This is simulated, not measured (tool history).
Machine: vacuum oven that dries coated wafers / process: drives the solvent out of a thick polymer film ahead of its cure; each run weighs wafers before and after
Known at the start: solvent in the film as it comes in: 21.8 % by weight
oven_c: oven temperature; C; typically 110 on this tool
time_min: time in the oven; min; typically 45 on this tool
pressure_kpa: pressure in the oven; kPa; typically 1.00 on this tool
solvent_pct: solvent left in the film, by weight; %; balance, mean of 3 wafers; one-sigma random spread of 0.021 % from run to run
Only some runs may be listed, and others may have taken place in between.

Run 1, day 0.000: usual settings. Result: solvent_pct 1.26 %.
Run 2, day 1.150: usual settings. Result: solvent_pct 1.25 %.
Run 3, day 1.825: usual settings but time_min 25 min. Result: solvent_pct 3.64 %.
Run 4, day 2.642: usual settings but time_min 25 min. Result: solvent_pct 3.64 %.
Run 5, day 3.325: usual settings but time_min 25 min. Result: solvent_pct 3.67 %.
Run 6, day 4.275: usual settings but time_min 25 min. Result: solvent_pct 3.68 %.
Run 7, day 5.146: usual settings. Result: solvent_pct 1.29 %.
Run 8, day 6.408: usual settings but oven_c 115 C. Result: solvent_pct 0.80 %.
Run 9, day 7.112: usual settings but oven_c 115 C. Result: solvent_pct 0.80 %.
Run 10, day 7.733: usual settings but oven_c 115 C. Result: solvent_pct 0.83 %.
Run 11, day 8.500: usual settings but oven_c 115 C. Result: solvent_pct 0.82 %.
Run 12, day 9.362: usual settings but oven_c 112 C, pressure_kpa 0.52 kPa. Result: solvent_pct 0.94 %.
Run 13, day 10.433: usual settings but oven_c 112 C, pressure_kpa 0.52 kPa. Result: solvent_pct 0.91 %.
Run 14, day 11.417: usual settings but oven_c 112 C, pressure_kpa 0.52 kPa. Result: solvent_pct 0.93 %.
Run 15, day 12.092: usual settings but oven_c 114 C, time_min 44 min, pressure_kpa 0.82 kPa. Result: solvent_pct 0.89 %.
Run 16, day 13.388: usual settings but oven_c 107 C, time_min 55 min. Result: solvent_pct 1.09 %.
Run 17, day 14.758: usual settings but oven_c 103 C, time_min 60 min, pressure_kpa 1.63 kPa. Result: solvent_pct 1.61 %.
Run 18, day 15.325: usual settings but oven_c 103 C, time_min 23 min, pressure_kpa 1.63 kPa. Result: solvent_pct 6.08 %.
Run 19, day 16.267: usual settings but oven_c 101 C, time_min 48 min, pressure_kpa 2.08 kPa. Result: solvent_pct 2.82 %.
Run 20, day 17.342: usual settings but oven_c 101 C, time_min 52 min, pressure_kpa 2.08 kPa. Result: solvent_pct 2.53 %.
Run 21, day 17.938: usual settings but oven_c 99 C, time_min 52 min, pressure_kpa 1.05 kPa. Result: solvent_pct 2.38 %.
Run 22, day 18.746: usual settings but oven_c 97 C, time_min 47 min. Result: solvent_pct 3.23 %.

Here are 3 independent what-if runs from the current tool condition. What would each one return?
Run A, day 19.950: usual settings but oven_c 97 C, time_min 27 min. Result: solvent_pct ?.
Run B, day 19.950: usual settings but pressure_kpa 2.31 kPa. Result: solvent_pct ?.
Run C, day 19.950: usual settings but oven_c 123 C, time_min 47 min. Result: solvent_pct ?.

run  solvent_pct
  A         6.42
  B         1.76
  C         0.44
With the hidden condition removed and each run's random variation left untouched, the same runs would have given:
run  solvent_pct
  A         6.30
  B         1.68
  C         0.40
